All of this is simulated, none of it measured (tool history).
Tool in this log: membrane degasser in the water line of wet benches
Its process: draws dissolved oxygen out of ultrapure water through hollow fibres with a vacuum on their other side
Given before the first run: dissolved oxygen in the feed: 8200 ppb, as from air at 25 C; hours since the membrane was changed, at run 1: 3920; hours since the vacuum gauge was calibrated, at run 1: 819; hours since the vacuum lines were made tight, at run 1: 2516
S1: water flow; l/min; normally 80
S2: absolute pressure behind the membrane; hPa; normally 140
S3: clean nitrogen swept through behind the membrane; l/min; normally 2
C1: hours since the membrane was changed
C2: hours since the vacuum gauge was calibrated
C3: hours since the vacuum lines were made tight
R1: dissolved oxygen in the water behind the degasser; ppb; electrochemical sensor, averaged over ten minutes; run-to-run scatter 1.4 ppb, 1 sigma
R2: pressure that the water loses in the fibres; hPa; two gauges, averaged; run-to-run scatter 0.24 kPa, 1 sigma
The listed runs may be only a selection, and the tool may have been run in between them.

run    hour  S1   S2    S3    C1    C2    C3      R1     R2
  1       0  80  140     2  3920   819  2516   800.6  652.5
  2    70.9  80  140  2.13  3991   890  2587   762.9  656.7
  3   173.6  80  140  2.13  4094   992  2690   764.2  653.2
  4   279.4  80  140   4.4  4200  1098  2796   427.4  650.6
  5   338.4  80  140   4.4  4259  1157  2855   427.2  659.5
  6   441.6  80  140     2  4362  1260  2958   804.9  652.4
  7   537.5  80  140     2  4458  1356  3054   804.3  655.2
  8   634.8  80  140     2  4555  1453  3151   804.6    657
  9   725.3  80  140     2  4646  1544  3242   805.4  657.1
 10     793  80  140     2  4713  1612  3309   803.1  656.1
 11   848.5  80  140  3.35  4769  1667  3365   536.3    660
 12   981.3  80  140  3.35  4902  1800  3498   537.1  654.8
 13  1095.8  80  140  0.94  5016  1914  3612    1342  659.1
 14  1173.3  80  140  5.25  5094  1992  3690   368.2  656.8
 15  1309.6  80  140  5.25  5230  2128  3826   369.7  655.6
 16  1385.4  80  140     2  5306  2204  3902   804.5  660.6
 17  1459.3  80  306  0.94  5380  2278  3976  2840.1  656.1
 18  1559.3  80  262   3.5  5480  2378  4076  1032.7  660.3
     1569.1  -- vacuum gauge calibrated
 19  1685.3  80  300  1.97  5605   116  4201  1796.5  663.5
 20  1808.8  82  166  2.49  5729   240  4325     850    678
 21  1885.7  82  166  2.49  5806   317  4402   850.7    674
 22  2008.1  80  309  0.82  5928   439  4524  3073.5  661.3
 23    2099  76   92  1.75  6019   530  4615   506.5  629.7
     2181.1  -- vacuum gauge calibrated, once more
 24  2181.1  92  229  0.91  6100     0  4697  2425.6  763.4
 25  2260.3  92  198  5.35  6180    79  4776   613.1  759.4
 26  2354.3  80  140  1.09  6274   173  4870  1219.5  665.2
 27  2411.2  80  140  1.09  6331   230  4927  1221.4  662.3
 28    2496  72  295  1.81  6415   315  5011  1743.1  598.9
 29  2552.5  80  280   3.5  6472   371  5068  1108.6  664.6
 30  2651.7  80  280   3.5  6571   471  5167  1105.8  659.3
 31  2756.6  50  349   2.2  6676   576  5272  1359.7  414.6
 32  2854.7  50  349   2.2  6774   674  5370  1357.5  416.8

Hidden state at the last listed run before each entry between runs and at the first one after, where it differs:
Between runs 18 and 19: vacuum gauge calibrated (hour 1569.1)
  membrane still open, %: 97.1 -> 97; true pressure behind the membrane over the reading, kPa: 0.08 -> 0.14; air that leaks in behind the membrane, l/min: 0.0128 -> 0.013
  measured minus no-state result, R1: +6.2 -> +9.8 ppb; R2: +19.1 -> +19.8 hPa
Between runs 23 and 24: vacuum gauge calibrated, once more (hour 2181.1)
  true pressure behind the membrane over the reading, kPa: 0.16 -> 0.06; air that leaks in behind the membrane, l/min: 0.014 -> 0.0142
  measured minus no-state result, R1: +13.3 -> +0.7 ppb; R2: +20 -> +24.6 hPa
